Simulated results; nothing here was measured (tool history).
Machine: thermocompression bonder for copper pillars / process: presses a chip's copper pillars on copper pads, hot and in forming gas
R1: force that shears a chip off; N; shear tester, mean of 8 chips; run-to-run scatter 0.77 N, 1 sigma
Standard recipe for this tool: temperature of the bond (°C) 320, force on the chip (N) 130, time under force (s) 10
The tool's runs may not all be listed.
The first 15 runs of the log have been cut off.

{"run": 16, "hour": 171.7, "temperature of the bond (°C)": 320, "force on the chip (N)": 130, "time under force (s)": 9, "R1": 51.3}
{"run": 17, "hour": 181.1, "temperature of the bond (°C)": 320, "force on the chip (N)": 130, "time under force (s)": 9, "R1": 52.5}
{"run": 18, "hour": 189.3, "temperature of the bond (°C)": 320, "force on the chip (N)": 130, "time under force (s)": 9, "R1": 51.6}
{"run": 19, "hour": 201.5, "temperature of the bond (°C)": 329, "force on the chip (N)": 154, "time under force (s)": 10, "R1": 60.8}
{"run": 20, "hour": 212.5, "temperature of the bond (°C)": 329, "force on the chip (N)": 154, "time under force (s)": 10, "R1": 60}
{"run": 21, "hour": 221.8, "temperature of the bond (°C)": 320, "force on the chip (N)": 194, "time under force (s)": 12, "R1": 64.9}
{"run": 22, "hour": 237.9, "temperature of the bond (°C)": 320, "force on the chip (N)": 194, "time under force (s)": 12, "R1": 64.3}
{"run": 23, "hour": 249.9, "temperature of the bond (°C)": 320, "force on the chip (N)": 194, "time under force (s)": 12, "R1": 63.2}
{"run": 24, "hour": 261.4, "temperature of the bond (°C)": 335, "force on the chip (N)": 194, "time under force (s)": 12, "R1": 69.4}
{"run": 25, "hour": 278.7, "temperature of the bond (°C)": 320, "force on the chip (N)": 147, "time under force (s)": 6, "R1": 45.2}
{"run": 26, "hour": 291.9, "temperature of the bond (°C)": 343, "force on the chip (N)": 90, "time under force (s)": 24, "R1": 68.6}
{"run": 27, "hour": 306.7, "temperature of the bond (°C)": 335, "force on the chip (N)": 90, "time under force (s)": 7, "R1": 45.3}
{"run": 28, "hour": 319.5, "temperature of the bond (°C)": 335, "force on the chip (N)": 90, "time under force (s)": 7, "R1": 45.6}
{"run": 29, "hour": 327.2, "temperature of the bond (°C)": 335, "force on the chip (N)": 90, "time under force (s)": 7, "R1": 45.2}
{"run": 30, "hour": 338.5, "temperature of the bond (°C)": 335, "force on the chip (N)": 90, "time under force (s)": 7, "R1": 44.7}
{"hour": 343.4, "done": "forming gas filter changed"}
{"run": 31, "hour": 355.3, "temperature of the bond (°C)": 320, "force on the chip (N)": 139, "time under force (s)": 10, "R1": 58.3}
{"run": 32, "hour": 368.2, "temperature of the bond (°C)": 338, "force on the chip (N)": 139, "time under force (s)": 10, "R1": 66}

Below are 3 alternative next runs, each starting from the tool's condition after run 32. Predict each:
{"run": "A", "hour": 376.8, "temperature of the bond (°C)": 342, "force on the chip (N)": 145, "time under force (s)": 8, "R1": "?"}
{"run": "B", "hour": 376.8, "temperature of the bond (°C)": 322, "force on the chip (N)": 121, "time under force (s)": 9, "R1": "?"}
{"run": "C", "hour": 376.8, "temperature of the bond (°C)": 320, "force on the chip (N)": 130, "time under force (s)": 10, "R1": "?"}

run=A R1=64.9
run=B R1=55
run=C R1=56.7
Stripped of hidden state, with their random variation kept, the same runs would have yielded:
run=A R1=67.2
run=B R1=57.4
run=C R1=59.1

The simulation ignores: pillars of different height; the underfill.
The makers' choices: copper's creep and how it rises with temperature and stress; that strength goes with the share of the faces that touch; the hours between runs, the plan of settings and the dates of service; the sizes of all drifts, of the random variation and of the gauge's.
